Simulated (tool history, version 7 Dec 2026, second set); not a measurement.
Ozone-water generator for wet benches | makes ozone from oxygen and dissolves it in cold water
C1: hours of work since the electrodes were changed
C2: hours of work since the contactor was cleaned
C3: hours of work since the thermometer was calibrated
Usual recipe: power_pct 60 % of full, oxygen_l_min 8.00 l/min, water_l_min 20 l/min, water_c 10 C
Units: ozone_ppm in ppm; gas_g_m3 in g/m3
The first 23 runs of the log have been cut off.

run 24 hour=685.6 | power_pct=51 oxygen_l_min=5.18 water_l_min=24 water_c=5 | C1=1618 C2=3198 C3=2573 | ozone_ppm=29.3 gas_g_m3=242.7
run 25 hour=712.7 | power_pct=60 oxygen_l_min=8.00 water_l_min=26 water_c=10 | C1=1637 C2=3217 C3=2592 | ozone_ppm=28.0 gas_g_m3=201.8
run 26 hour=737.4 | power_pct=60 oxygen_l_min=8.00 water_l_min=18 water_c=10 | C1=1655 C2=3234 C3=2610 | ozone_ppm=36.0 gas_g_m3=202.0
run 27 hour=776.7 | power_pct=61 oxygen_l_min=6.96 water_l_min=24 water_c=10 | C1=1683 C2=3262 C3=2638 | ozone_ppm=30.5 gas_g_m3=224.4
run 28 hour=813.8 | power_pct=66 oxygen_l_min=12.79 water_l_min=21 water_c=10 | C1=1709 C2=3288 C3=2664 | ozone_ppm=31.5 gas_g_m3=159.0
run 29 hour=848.7 | power_pct=66 oxygen_l_min=12.79 water_l_min=21 water_c=10 | C1=1733 C2=3313 C3=2688 | ozone_ppm=31.5 gas_g_m3=156.2
run 30 hour=873.3 | power_pct=78 oxygen_l_min=8.30 water_l_min=20 water_c=7 | C1=1751 C2=3330 C3=2706 | ozone_ppm=41.8 gas_g_m3=233.5
run 31 hour=894.0 | power_pct=78 oxygen_l_min=8.30 water_l_min=20 water_c=7 | C1=1765 C2=3345 C3=2720 | ozone_ppm=42.1 gas_g_m3=232.9
run 32 hour=919.0 | power_pct=59 oxygen_l_min=11.90 water_l_min=20 water_c=10 | C1=1783 C2=3362 C3=2738 | ozone_ppm=31.1 gas_g_m3=154.2
run 33 hour=946.8 | power_pct=59 oxygen_l_min=11.90 water_l_min=20 water_c=10 | C1=1802 C2=3382 C3=2757 | ozone_ppm=31.1 gas_g_m3=153.2

What if the next run were any one of these 3? Each begins from the tool's condition after run 33:
run A hour=975.7 | power_pct=46 oxygen_l_min=13.07 water_l_min=20 water_c=10 | C1=1823 C2=3402 C3=2778 | ozone_ppm=? gas_g_m3=?
run B hour=975.7 | power_pct=87 oxygen_l_min=8.00 water_l_min=20 water_c=14 | C1=1823 C2=3402 C3=2778 | ozone_ppm=? gas_g_m3=?
run C hour=975.7 | power_pct=60 oxygen_l_min=8.00 water_l_min=20 water_c=13 | C1=1823 C2=3402 C3=2778 | ozone_ppm=? gas_g_m3=?

run=A ozone_ppm=25.6 gas_g_m3=121.5
run=B ozone_ppm=40.1 gas_g_m3=253.8
run=C ozone_ppm=32.1 gas_g_m3=201.6
Stripped of hidden state, with their random variation kept, the same runs would have yielded:
run=A ozone_ppm=25.6 gas_g_m3=121.6
run=B ozone_ppm=40.1 gas_g_m3=254.0
run=C ozone_ppm=32.2 gas_g_m3=201.8
